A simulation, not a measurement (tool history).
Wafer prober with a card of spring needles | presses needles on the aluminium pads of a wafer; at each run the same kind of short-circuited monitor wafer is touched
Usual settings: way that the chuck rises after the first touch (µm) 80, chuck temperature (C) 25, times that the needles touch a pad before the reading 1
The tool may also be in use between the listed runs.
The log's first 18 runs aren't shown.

run,hour,way that the chuck rises after the first touch (µm),chuck temperature (C),times that the needles touch a pad before the reading,resistance of one needle with its contact and lead (mohm),way that a needle slides on the pad (µm)
# hour 344.7: tips cleaned on abrasive film
19,355.5,69,114,1,341,19.22
# hour 357.7: tips cleaned on abrasive film
20,367.9,69,114,1,340,19.19
# hour 372.3: tips cleaned on abrasive film
21,379.7,90,114,1,262,25.03
# hour 386.1: tips cleaned on abrasive film
# hour 398.5: tips cleaned on abrasive film
22,403.5,69,63,1,327,19.11
# hour 412.8: tips cleaned on abrasive film
# hour 425.8: tips cleaned on abrasive film
23,427.8,69,63,1,278,19.10
# hour 438.5: tips cleaned on abrasive film
24,444.5,68,63,2,270,18.78
# hour 449.9: height of the first contact set anew
# hour 452.4: tips cleaned on abrasive film
25,464.1,68,63,2,280,18.95
# hour 465.9: tips cleaned on abrasive film
# hour 479.5: tips cleaned on abrasive film
26,481.0,80,53,1,214,22.24
# hour 493.6: tips cleaned on abrasive film
27,502.3,80,25,1,305,22.24
# hour 508.2: tips cleaned on abrasive film
# hour 520.7: tips cleaned on abrasive film
28,530.6,63,82,3,246,17.45
# hour 534.8: tips cleaned on abrasive film
# hour 547.3: tips cleaned on abrasive film
29,552.0,98,33,1,232,27.21
# hour 560.1: tips cleaned on abrasive film
30,565.2,98,33,1,235,27.14

3 ways to go on from here, each from the tool as it stands after run 30. What would each give?
# hour 573.4: tips cleaned on abrasive film
# hour 573.7: height of the first contact set anew
A,583.0,80,64,1,?,?
# hour 573.4: tips cleaned on abrasive film
# hour 573.7: height of the first contact set anew
B,583.0,85,28,1,?,?
# hour 573.4: tips cleaned on abrasive film
# hour 573.7: height of the first contact set anew
C,583.0,98,30,3,?,?

run,resistance of one needle with its contact and lead (mohm),way that a needle slides on the pad (µm)
A,303,22.33
B,284,23.73
C,179,27.34
Without the tool's hidden state the same runs would have given:
run,resistance of one needle with its contact and lead (mohm),way that a needle slides on the pad (µm)
A,148,22.33
B,139,23.73
C,138,27.34
